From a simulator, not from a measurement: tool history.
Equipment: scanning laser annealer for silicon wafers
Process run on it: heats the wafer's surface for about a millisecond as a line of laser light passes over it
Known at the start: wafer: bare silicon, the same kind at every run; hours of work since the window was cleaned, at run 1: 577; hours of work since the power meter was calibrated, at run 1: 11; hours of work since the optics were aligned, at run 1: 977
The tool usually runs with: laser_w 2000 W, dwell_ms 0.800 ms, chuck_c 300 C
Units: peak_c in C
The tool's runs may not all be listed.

run	day	laser_w	dwell_ms	chuck_c	hours of work since the window was cleaned	hours of work since the power meter was calibrated	hours of work since the optics were aligned	peak_c
1	0.000	2000	0.800	300	577	11	977	1139
2	0.312	2000	0.800	300	582	16	982	1139
3	0.571	2000	0.800	300	586	20	986	1140
4	0.958	2000	0.794	300	592	26	992	1133
5	1.175	2000	0.794	300	596	30	995	1137
6	1.521	2000	0.794	300	601	35	1001	1136
7	1.812	2000	0.794	300	606	40	1005	1136
8	2.192	2000	0.800	300	612	46	1011	1140
9	2.429	1851	0.800	300	616	50	1015	1083
10	2.729	1851	0.800	300	620	54	1020	1079
11	3.104	2000	0.800	339	626	60	1026	1177
# day 3.308: window over the wafer cleaned
12	3.508	2000	0.800	339	3	66	1031	1180
13	3.883	2000	0.982	339	9	71	1037	1290
14	4.238	2000	0.800	300	15	77	1043	1143
15	4.442	2000	0.800	300	18	80	1046	1143
16	4.758	2000	0.800	300	23	85	1051	1143
17	4.971	2000	0.800	300	26	89	1054	1139
18	5.150	2165	0.800	300	29	92	1057	1209
19	5.525	2165	0.800	300	35	98	1063	1206
# day 5.850: optics aligned, line set to its width
20	6.096	2000	0.872	300	41	103	4	1186
21	6.262	2000	0.800	294	44	106	7	1133
22	6.458	2000	0.800	294	47	109	10	1137
23	6.788	1899	0.762	300	52	114	15	1076
24	7.050	1899	0.630	293	56	118	19	985
25	7.442	1899	0.630	293	62	125	25	985
26	7.671	2000	0.844	335	66	128	29	1205
27	7.833	2000	0.728	327	69	131	31	1120
28	8.038	2037	0.628	338	72	134	35	1078
29	8.388	2004	0.766	327	77	140	40	1150
30	8.742	2143	0.714	265	83	145	46	1105
31	9.129	2000	0.800	263	89	151	52	1101
32	9.312	2150	0.976	323	92	154	55	1341
33	9.629	2150	0.976	323	97	159	60	1338
34	9.796	2000	0.800	284	100	162	63	1127
35	10.062	2000	0.800	284	104	166	67	1126
36	10.371	2000	0.800	284	109	171	72	1123
37	10.675	1799	0.800	300	114	176	77	1057
38	11.046	1802	0.800	310	120	182	83	1066
39	11.371	1802	0.800	310	125	187	88	1068
40	11.646	1829	0.631	318	129	191	92	986
41	11.992	2127	0.902	323	135	197	98	1283
42	12.204	2109	0.800	290	138	200	101	1175

Forecast each of these 3 alternatives for the next run:
A	12.529	1914	0.798	325	143	206	106	?
B	12.529	1971	0.800	290	143	206	106	?
C	12.529	2109	0.889	304	143	206	106	?

run	peak_c
A	1130
B	1120
C	1249
Had the tool no hidden state, the same runs would have come out as:
run	peak_c
A	1130
B	1120
C	1250

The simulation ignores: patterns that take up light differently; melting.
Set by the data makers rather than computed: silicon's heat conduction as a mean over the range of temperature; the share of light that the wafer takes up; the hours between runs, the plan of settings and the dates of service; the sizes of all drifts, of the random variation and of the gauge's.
